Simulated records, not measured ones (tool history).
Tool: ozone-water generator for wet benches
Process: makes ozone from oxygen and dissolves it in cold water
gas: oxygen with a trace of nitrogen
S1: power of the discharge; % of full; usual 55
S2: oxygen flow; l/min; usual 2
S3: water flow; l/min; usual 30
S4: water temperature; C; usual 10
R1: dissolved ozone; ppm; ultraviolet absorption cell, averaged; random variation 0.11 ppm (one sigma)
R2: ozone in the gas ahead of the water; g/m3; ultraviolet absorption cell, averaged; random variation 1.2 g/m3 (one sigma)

run	hour	S1	S2	S3	S4	R1	R2
1	0	55	2	30	10	8.5	209.2
2	64.3	55	2	21	10	12.5	209.1
3	159.7	55	2	30	10	8.4	207.6
4	231.1	55	2	30	10	8.7	210
5	275	55	2.45	30	10	9.3	189.2
6	376.7	55	2	32	10	7.8	208.2
7	464.1	55	2	32	10	8	209.8
8	507.5	55	2	32	10	7.6	209.6
9	574.5	55	2	30	13	8.5	208.2
10	622.3	55	2	30	10	8.5	208.1
11	701.1	55	2	30	10	8.4	208.4
12	756	55	2	30	10	8.4	208
13	810.5	55	2	30	10	8.5	207.8
14	911.6	57	2	30	10	8.7	210.8
15	1004.6	48	2.34	30	11	8.1	179.5
16	1065.3	48	2.34	30	11	8.2	177.7
17	1150.8	48	2.34	30	12	8.1	177.4
18	1216.3	48	2.34	30	12	8.1	178.6
19	1287.7	84	1.24	45	12	5.4	331.4
20	1387.3	68	1.92	45	12	5.7	240.2
21	1486.8	68	1.92	45	12	5.9	237.8
22	1584.4	56	1.48	30	6	7.6	240
23	1630	79	2.51	20	12	16.7	227.3
24	1694.6	55	2.51	33	12	8.1	186.1
25	1769.9	89	1.52	33	16	8.5	308
26	1840.6	55	2	23	10	11.1	206.4
27	1912.3	55	1.21	38	10	5.1	263.6
28	1967.3	55	2	30	6	8.5	207.4

Forecast each of these 4 alternatives for the next run:
A	2026	53	2	30	6	?	?
B	2026	43	2.37	21	6	?	?
C	2026	40	2	30	6	?	?
D	2026	70	2.28	23	10	?	?

run	R1	R2
A	8.4	202.3
B	11.3	165.5
C	7	172.9
D	13.4	222.3
Without the tool's hidden state the same runs would have given:
run	R1	R2
A	9.1	206
B	12.1	168.1
C	7.6	175.4
D	14.5	227.1
